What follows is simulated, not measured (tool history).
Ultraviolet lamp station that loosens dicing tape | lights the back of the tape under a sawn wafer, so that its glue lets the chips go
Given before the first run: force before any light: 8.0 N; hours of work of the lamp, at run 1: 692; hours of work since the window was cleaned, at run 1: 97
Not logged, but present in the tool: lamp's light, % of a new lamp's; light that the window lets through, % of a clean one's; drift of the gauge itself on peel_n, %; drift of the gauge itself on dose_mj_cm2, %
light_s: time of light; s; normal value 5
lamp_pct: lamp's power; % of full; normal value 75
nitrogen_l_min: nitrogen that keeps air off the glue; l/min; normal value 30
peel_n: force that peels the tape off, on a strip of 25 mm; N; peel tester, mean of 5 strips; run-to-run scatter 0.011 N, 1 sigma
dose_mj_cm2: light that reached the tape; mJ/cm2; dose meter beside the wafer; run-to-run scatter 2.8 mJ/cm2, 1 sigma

| run | hour | light_s | lamp_pct | nitrogen_l_min | hours of work of the lamp | hours of work since the window was cleaned | peel_n | dose_mj_cm2 |
|---|---|---|---|---|---|---|---|---|
| 1 | 0.0 | 5 | 75 | 30 | 692 | 97 | 0.689 | 317 |
| 2 | 85.2 | 5 | 75 | 30 | 750 | 155 | 0.751 | 303 |
| 3 | 174.0 | 5 | 75 | 30 | 809 | 215 | 0.861 | 288 |
| 4 | 240.6 | 5 | 75 | 12 | 854 | 259 | 1.477 | 277 |
|  | 315.3 | window cleaned of glue's vapour |
| 5 | 331.5 | 6 | 75 | 30 | 915 | 11 | 0.484 | 385 |
| 6 | 390.9 | 6 | 75 | 30 | 955 | 51 | 0.516 | 379 |
| 7 | 479.8 | 6 | 75 | 30 | 1015 | 111 | 0.543 | 358 |
| 8 | 553.4 | 5 | 75 | 30 | 1065 | 160 | 0.852 | 285 |
| 9 | 618.5 | 5 | 75 | 30 | 1108 | 204 | 0.917 | 279 |
| 10 | 663.4 | 5 | 63 | 30 | 1139 | 234 | 1.311 | 228 |
| 11 | 707.1 | 5 | 75 | 30 | 1168 | 264 | 0.980 | 262 |
| 12 | 764.6 | 5 | 75 | 30 | 1207 | 303 | 1.051 | 251 |
|  | 778.1 | window cleaned of glue's vapour |
| 13 | 865.1 | 5 | 75 | 16 | 1274 | 59 | 1.164 | 288 |
| 14 | 939.6 | 5 | 75 | 16 | 1324 | 109 | 1.216 | 282 |
| 15 | 1023.8 | 5 | 75 | 30 | 1381 | 165 | 0.990 | 263 |
| 16 | 1117.9 | 3 | 75 | 30 | 1444 | 229 | 2.261 | 151 |
| 17 | 1212.7 | 7 | 75 | 30 | 1508 | 293 | 0.651 | 332 |
|  | 1235.7 | window cleaned of glue's vapour |
| 18 | 1275.8 | 5 | 75 | 10 | 1550 | 27 | 1.517 | 278 |
| 19 | 1327.1 | 5 | 75 | 25 | 1585 | 62 | 1.039 | 268 |
|  | 1389.9 | lamp changed |
| 20 | 1418.0 | 3 | 91 | 25 | 19 | 122 | 1.115 | 265 |
| 21 | 1473.6 | 3 | 91 | 25 | 56 | 160 | 1.188 | 254 |
| 22 | 1515.3 | 2 | 89 | 15 | 84 | 188 | 2.666 | 164 |
| 23 | 1566.0 | 2 | 79 | 24 | 119 | 222 | 2.725 | 142 |
| 24 | 1639.3 | 5 | 75 | 42 | 168 | 271 | 0.583 | 318 |
|  | 1693.3 | window cleaned of glue's vapour |
| 25 | 1700.0 | 5 | 66 | 11 | 209 | 4 | 1.119 | 330 |
| 26 | 1773.1 | 5 | 63 | 30 | 258 | 54 | 0.768 | 295 |
| 27 | 1844.0 | 5 | 99 | 30 | 306 | 101 | 0.353 | 459 |
| 28 | 1921.5 | 3 | 82 | 9 | 358 | 154 | 2.239 | 222 |
| 29 | 2018.9 | 8 | 93 | 30 | 423 | 219 | 0.246 | 625 |
| 30 | 2102.5 | 6 | 89 | 14 | 480 | 276 | 0.587 | 431 |
|  | 2150.4 | window cleaned of glue's vapour |
| 31 | 2200.2 | 6 | 93 | 52 | 545 | 34 | 0.262 | 518 |
| 32 | 2264.9 | 10 | 80 | 21 | 589 | 77 | 0.239 | 718 |
| 33 | 2311.7 | 5 | 75 | 44 | 620 | 109 | 0.547 | 329 |
| 34 | 2378.4 | 5 | 96 | 54 | 665 | 154 | 0.354 | 400 |
| 35 | 2475.5 | 3 | 75 | 53 | 730 | 219 | 1.519 | 178 |
| 36 | 2525.0 | 5 | 97 | 19 | 764 | 252 | 0.626 | 373 |
| 37 | 2601.0 | 5 | 97 | 19 | 815 | 303 | 0.736 | 352 |
|  | 2607.9 | window cleaned of glue's vapour |
| 38 | 2673.4 | 5 | 97 | 19 | 863 | 44 | 0.508 | 418 |

Alternative continuations, all from the tool just after run 38; predict every row:
| A | 2728.7 | 8 | 96 | 10 | 901 | 81 | ? | ? |
| B | 2728.7 | 3 | 78 | 19 | 901 | 81 | ? | ? |
| C | 2728.7 | 5 | 88 | 23 | 901 | 81 | ? | ? |
| D | 2728.7 | 5 | 87 | 19 | 901 | 81 | ? | ? |
| E | 2728.7 | 5 | 66 | 30 | 901 | 81 | ? | ? |

| run | peel_n | dose_mj_cm2 |
|---|---|---|
| A | 0.345 | 639 |
| B | 1.940 | 192 |
| C | 0.589 | 361 |
| D | 0.696 | 364 |
| E | 0.903 | 278 |
With no hidden state in the tool, these same runs would have given:
| run | peel_n | dose_mj_cm2 |
|---|---|---|
| A | 0.260 | 794 |
| B | 1.409 | 240 |
| C | 0.391 | 449 |
| D | 0.460 | 452 |
| E | 0.598 | 345 |
